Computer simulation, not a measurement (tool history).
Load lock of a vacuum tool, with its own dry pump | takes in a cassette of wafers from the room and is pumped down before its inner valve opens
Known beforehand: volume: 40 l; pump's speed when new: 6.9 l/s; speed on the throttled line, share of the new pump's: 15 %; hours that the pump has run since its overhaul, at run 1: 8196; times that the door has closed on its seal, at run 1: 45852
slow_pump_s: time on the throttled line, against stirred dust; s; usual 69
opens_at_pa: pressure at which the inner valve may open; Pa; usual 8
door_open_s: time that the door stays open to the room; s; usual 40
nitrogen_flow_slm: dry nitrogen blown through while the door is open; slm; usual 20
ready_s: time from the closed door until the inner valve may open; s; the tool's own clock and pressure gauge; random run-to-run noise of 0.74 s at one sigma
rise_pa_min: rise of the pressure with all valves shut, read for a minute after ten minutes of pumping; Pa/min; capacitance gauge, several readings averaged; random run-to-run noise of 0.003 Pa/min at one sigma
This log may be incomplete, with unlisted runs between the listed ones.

run    hour  slow_pump_s  opens_at_pa  door_open_s  nitrogen_flow_slm  hours that the pump has run since its overhaul  times that the door has closed on its seal  incoming humidity of the room's air, %  ready_s  rise_pa_min
  1     0.0           69            8           40                 20                                            8196                                       45852                                    44.4    122.6        0.157
  2   401.4           69            8           40                 20                                            8598                                       47400                                    45.6    124.0        0.174
      527.2  -- door's seal changed, seat wiped
  3   686.8           69            8           40                 20                                            8882                                         616                                    44.2    125.0        0.016
     1051.8  -- dry pump taken out, an overhauled one fitted
  4  1220.0           60            8           40                 20                                             168                                        2649                                    47.1    106.1        0.022
  5  1700.1           60            8           40                 20                                             648                                        4501                                    46.4    105.5        0.018
  6  2116.5           60            8           40                 20                                            1065                                        6107                                    40.1    108.0        0.021
  7  2682.5           60            8           40                 20                                            1631                                        8290                                    48.2    105.8        0.026
  8  3258.5           60            8           40                 20                                            2207                                       10512                                    43.3    108.2        0.029
  9  3810.8           60            8           40                 20                                            2759                                       12641                                    45.8    109.7        0.033
 10  4470.3           60            8           40                 20                                            3418                                       15185                                    45.2    110.2        0.041
 11  5012.7           60            8           40                 20                                            3961                                       17277                                    42.3    109.1        0.045
 12  5627.7           60            8           40                 20                                            4576                                       19649                                    48.6    110.1        0.057
 13  5958.2           77            8           40                 20                                            4906                                       20924                                    42.6    125.5        0.058
 14  6401.8           69           11           40                 20                                            5350                                       22635                                    48.1    117.7        0.066
 15  6874.4           69            8           40                  8                                            5823                                       24457                                    42.6    120.1        0.079
 16  7502.7           80            8           40                 21                                            6451                                       26881                                    45.7    130.7        0.081
 17  7993.7           69           15           40                 21                                            6942                                       28775                                    47.1    116.7        0.091
 18  8617.3           69            8          210                 12                                            7565                                       31180                                    45.9    122.6        0.116
 19  8978.8           42            8           75                 11                                            7927                                       32574                                    43.1     99.2        0.105

Run 20 has not been measured yet. What should we expect?
 20  9545.1           42            9           37                  4                                            8493                                       34758                                    46.6        ?            ?

ready_s: 100.1 s
rise_pa_min: 0.124 Pa/min
Take away the tool's hidden state, keep the run-to-run variation as it was, and the same run would have given ready_s 89.0 s, rise_pa_min 0.027 Pa/min.
